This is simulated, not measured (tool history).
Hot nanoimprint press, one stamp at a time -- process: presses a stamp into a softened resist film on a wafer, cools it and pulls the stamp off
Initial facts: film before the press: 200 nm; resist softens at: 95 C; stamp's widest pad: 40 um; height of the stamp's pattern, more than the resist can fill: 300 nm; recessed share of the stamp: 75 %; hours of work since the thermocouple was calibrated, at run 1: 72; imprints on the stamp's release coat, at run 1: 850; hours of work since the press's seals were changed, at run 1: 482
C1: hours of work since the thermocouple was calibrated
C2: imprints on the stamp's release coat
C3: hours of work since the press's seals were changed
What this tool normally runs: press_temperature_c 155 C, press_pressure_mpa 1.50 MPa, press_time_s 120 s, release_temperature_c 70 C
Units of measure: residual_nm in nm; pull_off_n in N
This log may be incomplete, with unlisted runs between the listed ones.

run 1 day=0.000 | press_temperature_c=155 press_pressure_mpa=1.50 press_time_s=120 release_temperature_c=70 | C1=72 C2=850 C3=482 | residual_nm=94.9 pull_off_n=146
run 2 day=0.750 | press_temperature_c=155 press_pressure_mpa=1.65 press_time_s=120 release_temperature_c=70 | C1=85 C2=908 C3=495 | residual_nm=90.4 pull_off_n=145
run 3 day=1.442 | press_temperature_c=164 press_pressure_mpa=1.50 press_time_s=120 release_temperature_c=70 | C1=97 C2=962 C3=506 | residual_nm=55.7 pull_off_n=150
-- day=2.500 stamp cleaned and given a new release coat
run 4 day=2.700 | press_temperature_c=164 press_pressure_mpa=1.50 press_time_s=120 release_temperature_c=70 | C1=114 C2=15 C3=523 | residual_nm=56.5 pull_off_n=146
run 5 day=3.225 | press_temperature_c=164 press_pressure_mpa=1.50 press_time_s=120 release_temperature_c=70 | C1=123 C2=56 C3=532 | residual_nm=56.3 pull_off_n=147
run 6 day=4.062 | press_temperature_c=164 press_pressure_mpa=1.50 press_time_s=120 release_temperature_c=70 | C1=137 C2=122 C3=547 | residual_nm=55.6 pull_off_n=145
run 7 day=4.800 | press_temperature_c=164 press_pressure_mpa=1.50 press_time_s=178 release_temperature_c=70 | C1=150 C2=179 C3=559 | residual_nm=48.1 pull_off_n=146
run 8 day=5.804 | press_temperature_c=155 press_pressure_mpa=1.50 press_time_s=149 release_temperature_c=70 | C1=167 C2=258 C3=576 | residual_nm=88.7 pull_off_n=146
run 9 day=6.529 | press_temperature_c=155 press_pressure_mpa=1.50 press_time_s=149 release_temperature_c=70 | C1=179 C2=315 C3=589 | residual_nm=88.0 pull_off_n=144
run 10 day=7.579 | press_temperature_c=155 press_pressure_mpa=1.47 press_time_s=77 release_temperature_c=70 | C1=197 C2=397 C3=607 | residual_nm=112.0 pull_off_n=148
run 11 day=8.221 | press_temperature_c=155 press_pressure_mpa=1.47 press_time_s=77 release_temperature_c=70 | C1=208 C2=447 C3=617 | residual_nm=111.0 pull_off_n=146
run 12 day=8.829 | press_temperature_c=164 press_pressure_mpa=1.64 press_time_s=120 release_temperature_c=62 | C1=218 C2=494 C3=628 | residual_nm=53.2 pull_off_n=176

Forecast each of these 3 alternatives for the next run:
run A day=9.712 | press_temperature_c=164 press_pressure_mpa=1.98 press_time_s=72 release_temperature_c=68 | C1=233 C2=564 C3=643 | residual_nm=? pull_off_n=?
run B day=9.712 | press_temperature_c=151 press_pressure_mpa=1.04 press_time_s=69 release_temperature_c=62 | C1=233 C2=564 C3=643 | residual_nm=? pull_off_n=?
run C day=9.712 | press_temperature_c=161 press_pressure_mpa=1.07 press_time_s=176 release_temperature_c=62 | C1=233 C2=564 C3=643 | residual_nm=? pull_off_n=?

run=A residual_nm=58.9 pull_off_n=152
run=B residual_nm=154.8 pull_off_n=174
run=C residual_nm=69.2 pull_off_n=174
Without the tool's unlogged condition, the same runs would have read:
run=A residual_nm=59.0 pull_off_n=152
run=B residual_nm=154.9 pull_off_n=174
run=C residual_nm=69.2 pull_off_n=173

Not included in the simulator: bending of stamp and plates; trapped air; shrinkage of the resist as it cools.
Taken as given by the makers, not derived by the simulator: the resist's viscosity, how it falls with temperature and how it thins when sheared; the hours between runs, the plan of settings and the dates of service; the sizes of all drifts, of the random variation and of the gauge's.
